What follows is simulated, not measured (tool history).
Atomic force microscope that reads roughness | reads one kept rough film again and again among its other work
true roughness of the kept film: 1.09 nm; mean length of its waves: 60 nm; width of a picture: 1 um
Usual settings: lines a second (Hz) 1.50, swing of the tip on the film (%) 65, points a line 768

run   hour  lines a second (Hz)  swing of the tip on the film (%)  points a line  roughness of the kept film (nm (root mean square))
  1    0.0                 1.50                                65            768                                               1.028
  2   22.5                 1.50                                82            768                                               0.947
  3   50.3                 1.50                                82            768                                               0.949
  4   83.8                 1.50                                82            768                                               0.947
  5  102.0                 2.21                                65            768                                               1.000
  6  128.7                 2.21                                65            768                                               1.001
  7  162.5                 0.72                                67            465                                               1.048
  8  193.9                 0.72                                81            462                                               1.013
  9  230.3                 0.72                                81            462                                               1.015
 10  268.5                 1.21                                81            705                                               0.978
 11  305.6                 1.21                                81            705                                               0.977

Taken out of this log: 2 entries between the listed runs. Where each belongs, and how the hidden state differs across it:
Between runs 4 and 5: new tip fitted (hour 88.0)
  radius of the tip, nm: 5.4 -> 5; height scale over the true one, %: -0.04 -> -0.05
Between runs 9 and 10: new tip fitted (hour 241.1)
  radius of the tip, nm: 5.4 -> 5.1; height scale over the true one, %: -0.05 -> -0.06

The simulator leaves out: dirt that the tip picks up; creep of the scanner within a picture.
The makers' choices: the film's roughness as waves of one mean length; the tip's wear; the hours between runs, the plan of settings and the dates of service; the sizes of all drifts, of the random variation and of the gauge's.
